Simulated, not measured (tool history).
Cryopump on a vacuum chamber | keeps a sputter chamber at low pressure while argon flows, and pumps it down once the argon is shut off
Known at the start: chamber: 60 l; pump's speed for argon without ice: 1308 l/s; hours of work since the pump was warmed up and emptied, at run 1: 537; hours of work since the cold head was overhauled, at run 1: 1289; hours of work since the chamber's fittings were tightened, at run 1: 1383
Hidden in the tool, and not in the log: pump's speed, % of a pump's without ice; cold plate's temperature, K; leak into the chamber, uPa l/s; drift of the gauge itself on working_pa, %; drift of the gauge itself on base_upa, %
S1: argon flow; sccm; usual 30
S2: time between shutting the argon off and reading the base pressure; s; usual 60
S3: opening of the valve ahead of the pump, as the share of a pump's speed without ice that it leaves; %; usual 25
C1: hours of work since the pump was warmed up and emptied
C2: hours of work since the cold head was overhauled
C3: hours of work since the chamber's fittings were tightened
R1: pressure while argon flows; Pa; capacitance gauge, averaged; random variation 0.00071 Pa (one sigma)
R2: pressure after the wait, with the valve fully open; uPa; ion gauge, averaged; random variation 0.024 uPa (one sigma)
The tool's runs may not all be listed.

{"run": 1, "hour": 0.0, "S1": 30, "S2": 60, "S3": 25, "C1": 537, "C2": 1289, "C3": 1383, "R1": 0.1636, "R2": 1.83}
{"run": 2, "hour": 32.0, "S1": 30, "S2": 60, "S3": 25, "C1": 564, "C2": 1317, "C3": 1411, "R1": 0.1634, "R2": 1.98}
{"run": 3, "hour": 65.9, "S1": 30, "S2": 60, "S3": 25, "C1": 593, "C2": 1346, "C3": 1440, "R1": 0.1654, "R2": 1.95}
{"run": 4, "hour": 103.7, "S1": 30, "S2": 60, "S3": 25, "C1": 626, "C2": 1379, "C3": 1473, "R1": 0.1637, "R2": 1.96}
{"run": 5, "hour": 134.2, "S1": 30, "S2": 29, "S3": 25, "C1": 652, "C2": 1405, "C3": 1499, "R1": 0.1647, "R2": 2.71}
{"run": 6, "hour": 170.1, "S1": 30, "S2": 29, "S3": 25, "C1": 683, "C2": 1436, "C3": 1530, "R1": 0.1653, "R2": 2.68}
{"run": 7, "hour": 189.3, "S1": 30, "S2": 60, "S3": 25, "C1": 700, "C2": 1452, "C3": 1546, "R1": 0.1664, "R2": 2.13}
{"hour": 217.8, "done": "pump warmed up, emptied and cooled again"}
{"run": 8, "hour": 222.7, "S1": 30, "S2": 60, "S3": 25, "C1": 4, "C2": 1477, "C3": 1571, "R1": 0.1573, "R2": 1.74}
{"run": 9, "hour": 253.7, "S1": 30, "S2": 60, "S3": 25, "C1": 31, "C2": 1504, "C3": 1598, "R1": 0.1569, "R2": 1.79}
{"run": 10, "hour": 272.9, "S1": 30, "S2": 60, "S3": 49, "C1": 47, "C2": 1520, "C3": 1614, "R1": 0.0801, "R2": 1.83}
{"run": 11, "hour": 290.1, "S1": 30, "S2": 60, "S3": 49, "C1": 62, "C2": 1535, "C3": 1629, "R1": 0.0796, "R2": 1.85}
{"run": 12, "hour": 313.9, "S1": 30, "S2": 60, "S3": 49, "C1": 83, "C2": 1555, "C3": 1649, "R1": 0.0807, "R2": 1.84}
{"run": 13, "hour": 339.5, "S1": 30, "S2": 60, "S3": 49, "C1": 105, "C2": 1578, "C3": 1672, "R1": 0.0805, "R2": 1.9}
{"run": 14, "hour": 365.4, "S1": 54, "S2": 30, "S3": 47, "C1": 127, "C2": 1600, "C3": 1694, "R1": 0.1524, "R2": 2.59}
{"run": 15, "hour": 396.2, "S1": 38, "S2": 60, "S3": 32, "C1": 154, "C2": 1626, "C3": 1720, "R1": 0.1566, "R2": 1.89}
{"run": 16, "hour": 418.6, "S1": 27, "S2": 60, "S3": 39, "C1": 173, "C2": 1646, "C3": 1740, "R1": 0.0911, "R2": 1.93}
{"run": 17, "hour": 449.8, "S1": 27, "S2": 60, "S3": 39, "C1": 200, "C2": 1672, "C3": 1766, "R1": 0.0918, "R2": 2.01}
{"run": 18, "hour": 466.8, "S1": 27, "S2": 60, "S3": 39, "C1": 214, "C2": 1687, "C3": 1781, "R1": 0.092, "R2": 1.97}
{"run": 19, "hour": 496.3, "S1": 14, "S2": 169, "S3": 27, "C1": 240, "C2": 1712, "C3": 1806, "R1": 0.0684, "R2": 1.58}
{"run": 20, "hour": 529.1, "S1": 14, "S2": 126, "S3": 52, "C1": 268, "C2": 1741, "C3": 1835, "R1": 0.0368, "R2": 1.76}
{"run": 21, "hour": 559.2, "S1": 49, "S2": 42, "S3": 25, "C1": 294, "C2": 1767, "C3": 1861, "R1": 0.2607, "R2": 2.4}
{"run": 22, "hour": 582.5, "S1": 18, "S2": 139, "S3": 25, "C1": 314, "C2": 1787, "C3": 1881, "R1": 0.0954, "R2": 1.81}

5 ways to go on from here, each from the tool as it stands after run 22. What would each give?
{"run": "A", "hour": 622.9, "S1": 53, "S2": 191, "S3": 30, "C1": 349, "C2": 1822, "C3": 1916, "R1": "?", "R2": "?"}
{"run": "B", "hour": 622.9, "S1": 18, "S2": 56, "S3": 16, "C1": 349, "C2": 1822, "C3": 1916, "R1": "?", "R2": "?"}
{"run": "C", "hour": 622.9, "S1": 40, "S2": 46, "S3": 22, "C1": 349, "C2": 1822, "C3": 1916, "R1": "?", "R2": "?"}
{"run": "D", "hour": 622.9, "S1": 41, "S2": 40, "S3": 25, "C1": 349, "C2": 1822, "C3": 1916, "R1": "?", "R2": "?"}
{"run": "E", "hour": 622.9, "S1": 21, "S2": 139, "S3": 25, "C1": 349, "C2": 1822, "C3": 1916, "R1": "?", "R2": "?"}

run=A R1=0.2368 R2=1.77
run=B R1=0.1481 R2=2.18
run=C R1=0.2417 R2=2.28
run=D R1=0.2171 R2=2.44
run=E R1=0.1124 R2=1.85
Without the tool's hidden state the same runs would have given:
run=A R1=0.2283 R2=0.42
run=B R1=0.1453 R2=0.88
run=C R1=0.2353 R2=1.00
run=D R1=0.2106 R2=1.14
run=E R1=0.1090 R2=0.51
